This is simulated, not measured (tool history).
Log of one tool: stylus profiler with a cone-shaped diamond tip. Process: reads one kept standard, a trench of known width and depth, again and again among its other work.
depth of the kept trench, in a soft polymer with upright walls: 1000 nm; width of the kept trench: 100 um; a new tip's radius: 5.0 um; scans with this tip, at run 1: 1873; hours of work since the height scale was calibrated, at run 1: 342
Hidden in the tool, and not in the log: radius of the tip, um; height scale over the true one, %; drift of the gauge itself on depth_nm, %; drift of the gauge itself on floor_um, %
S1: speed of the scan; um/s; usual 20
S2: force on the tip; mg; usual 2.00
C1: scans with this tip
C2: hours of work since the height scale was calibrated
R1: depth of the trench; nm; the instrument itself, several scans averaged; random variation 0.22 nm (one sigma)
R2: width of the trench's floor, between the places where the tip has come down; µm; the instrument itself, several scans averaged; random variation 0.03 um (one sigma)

Run 1, hour 0.0: usual settings; C1 1873; C2 342. Result: R1 1005.10 nm, R2 93.74 µm.
Run 2, hour 24.4: usual settings but S2 4.72 mg; C1 1953; C2 357. Result: R1 1011.01 nm, R2 93.74 µm.
Run 3, hour 49.0: usual settings but S2 4.72 mg; C1 2035; C2 372. Result: R1 1010.44 nm, R2 93.78 µm.
Run 4, hour 80.1: usual settings but S2 4.72 mg; C1 2137; C2 391. Result: R1 1010.63 nm, R2 93.64 µm.
Run 5, hour 106.8: usual settings but S2 1.10 mg; C1 2226; C2 407. Result: R1 1003.15 nm, R2 93.61 µm.
Run 6, hour 136.3: usual settings but S2 0.67 mg; C1 2324; C2 425. Result: R1 1001.54 nm, R2 93.60 µm.
Run 7, hour 164.7: usual settings but S1 11 um/s, S2 0.67 mg; C1 2418; C2 442. Result: R1 1001.78 nm, R2 93.67 µm.
Run 8, hour 198.5: usual settings but S1 39 um/s; C1 2529; C2 462. Result: R1 1005.10 nm, R2 93.52 µm.
Run 9, hour 230.1: usual settings; C1 2634; C2 481. Result: R1 1004.98 nm, R2 93.61 µm.
Run 10, hour 254.7: usual settings; C1 2715; C2 496. Result: R1 1004.51 nm, R2 93.68 µm.
Run 11, hour 271.5: usual settings; C1 2771; C2 506. Result: R1 1004.61 nm, R2 93.67 µm.
Run 12, hour 299.2: usual settings but S2 1.81 mg; C1 2863; C2 523. Result: R1 1004.46 nm, R2 93.59 µm.
At hour 301.6: height scale calibrated on a step standard.
Run 13, hour 315.4: usual settings but S2 1.81 mg; C1 2915; C2 8. Result: R1 1002.97 nm, R2 93.63 µm.
Run 14, hour 340.5: usual settings but S2 1.81 mg; C1 2998; C2 23. Result: R1 1003.22 nm, R2 93.59 µm.
Run 15, hour 363.5: usual settings but S2 4.33 mg; C1 3074; C2 37. Result: R1 1008.01 nm, R2 93.69 µm.
Run 16, hour 397.1: usual settings but S2 4.33 mg; C1 3185; C2 58. Result: R1 1008.66 nm, R2 93.62 µm.
Run 17, hour 428.0: usual settings but S2 3.37 mg; C1 3287; C2 76. Result: R1 1005.94 nm, R2 93.64 µm.
Run 18, hour 457.6: usual settings but S2 3.37 mg; C1 3385; C2 94. Result: R1 1005.79 nm, R2 93.61 µm.
At hour 477.0: height scale calibrated on a step standard, once more.
Run 19, hour 484.1: usual settings; C1 3471; C2 4. Result: R1 1006.82 nm, R2 93.64 µm.
Run 20, hour 503.1: usual settings but S1 5 um/s, S2 3.63 mg; C1 3534; C2 16. Result: R1 1010.09 nm, R2 93.70 µm.
Run 21, hour 525.0: usual settings but S1 5 um/s, S2 3.63 mg; C1 3607; C2 29. Result: R1 1010.10 nm, R2 93.68 µm.
Run 22, hour 550.0: usual settings but S1 10 um/s, S2 1.93 mg; C1 3690; C2 44. Result: R1 1006.49 nm, R2 93.63 µm.
Run 23, hour 585.7: usual settings but S1 10 um/s, S2 1.93 mg; C1 3807; C2 66. Result: R1 1006.62 nm, R2 93.69 µm.
Run 24, hour 619.1: usual settings but S1 21 um/s, S2 4.46 mg; C1 3918; C2 86. Result: R1 1011.59 nm, R2 93.55 µm.
Run 25, hour 635.1: usual settings but S1 21 um/s, S2 4.82 mg; C1 3971; C2 96. Result: R1 1011.87 nm, R2 93.59 µm.
Run 26, hour 667.7: usual settings but S1 21 um/s, S2 4.82 mg; C1 4079; C2 115. Result: R1 1012.21 nm, R2 93.52 µm.
Run 27, hour 695.1: usual settings but S1 46 um/s, S2 1.52 mg; C1 4170; C2 132. Result: R1 1005.32 nm, R2 93.28 µm.
Run 28, hour 720.7: usual settings but S1 16 um/s; C1 4254; C2 147. Result: R1 1005.89 nm, R2 93.52 µm.
Run 29, hour 746.2: usual settings but S1 16 um/s; C1 4339; C2 163. Result: R1 1006.58 nm, R2 93.46 µm.
Run 30, hour 764.9: usual settings but S1 16 um/s; C1 4400; C2 174. Result: R1 1006.27 nm, R2 93.52 µm.
Run 31, hour 782.2: usual settings but S1 73 um/s, S2 1.51 mg; C1 4458; C2 185. Result: R1 1004.86 nm, R2 93.02 µm.
Run 32, hour 804.2: usual settings but S1 8 um/s, S2 4.41 mg; C1 4531; C2 198. Result: R1 1010.63 nm, R2 93.58 µm.

The next listed run, before its measurement:
Run 33, hour 831.8: usual settings but S1 21 um/s, S2 5.06 mg; C1 4622; C2 215. Result: R1 ?, R2 ?.

R1: 1012.03 nm
R2: 93.54 µm
Without the tool's hidden state the same run would have given R1 1012.91 nm, R2 93.94 µm.

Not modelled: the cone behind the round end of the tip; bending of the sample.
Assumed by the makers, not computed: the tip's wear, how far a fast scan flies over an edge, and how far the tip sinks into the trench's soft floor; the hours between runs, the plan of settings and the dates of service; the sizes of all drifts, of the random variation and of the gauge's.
